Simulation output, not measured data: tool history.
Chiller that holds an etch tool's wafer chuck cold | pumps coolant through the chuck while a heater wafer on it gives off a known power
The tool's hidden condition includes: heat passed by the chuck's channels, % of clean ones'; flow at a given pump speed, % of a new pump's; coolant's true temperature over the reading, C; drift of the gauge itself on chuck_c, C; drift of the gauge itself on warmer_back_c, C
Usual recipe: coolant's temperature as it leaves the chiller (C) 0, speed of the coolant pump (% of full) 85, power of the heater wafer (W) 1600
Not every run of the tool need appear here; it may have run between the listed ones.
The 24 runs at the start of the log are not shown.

run     day  coolant's temperature as it leaves the chiller (C)  speed of the coolant pump (% of full)  power of the heater wafer (W)  hours since the coolant was changed and the channels were flushed  hours since the pump was overhauled  hours since the chiller's thermometer was calibrated  chuck's temperature once it has settled (C)  how much warmer the coolant comes back (C)
 25  29.317                                                 -10                                     89                           1087                                                               3201                                 2120                                                  2102                                         -2.5                                        3.50
 26  30.700                                                 -10                                     89                           1087                                                               3235                                 2153                                                  2135                                         -2.5                                        3.50
 27  32.321                                                 -10                                     89                            811                                                               3274                                 2192                                                  2174                                         -4.6                                        2.67
 28  33.162                                                  -1                                     95                           1901                                                               3294                                 2212                                                  2194                                         11.6                                        5.59
 29  34.217                                                  -1                                     95                           1901                                                               3319                                 2237                                                  2220                                         11.4                                        5.57
 30  35.579                                                   0                                     85                           2340                                                               3352                                 2270                                                  2252                                         16.6                                        7.70
     36.442  -- gauge calibrated
 31  36.550                                                   1                                     63                           1734                                                               3375                                 2293                                                  2276                                         16.5                                        7.59
 32  37.588                                                  -7                                     97                           2123                                                               3400                                 2318                                                  2301                                          6.5                                        5.85

Branching from run 32: 4 alternative next runs. What would each branch give?
  A  38.629                                                  -7                                     60                           2123                                                               3425                                 2343                                                  2326                                            ?                                           ?
  B  38.629                                                   0                                     85                           2187                                                               3425                                 2343                                                  2326                                            ?                                           ?
  C  38.629                                                  -7                                     79                           1090                                                               3425                                 2343                                                  2326                                            ?                                           ?
  D  38.629                                                   5                                     77                           1441                                                               3425                                 2343                                                  2326                                            ?                                           ?

run  chuck's temperature once it has settled (C)  how much warmer the coolant comes back (C)
  A                                         12.8                                        9.74
  B                                         15.5                                        6.91
  C                                          1.1                                        3.74
  D                                         16.1                                        5.06
Had the tool no hidden state, the same runs would have come out as:
run  chuck's temperature once it has settled (C)  how much warmer the coolant comes back (C)
  A                                         12.8                                        9.72
  B                                         15.4                                        6.89
  C                                          1.1                                        3.72
  D                                         16.1                                        5.05
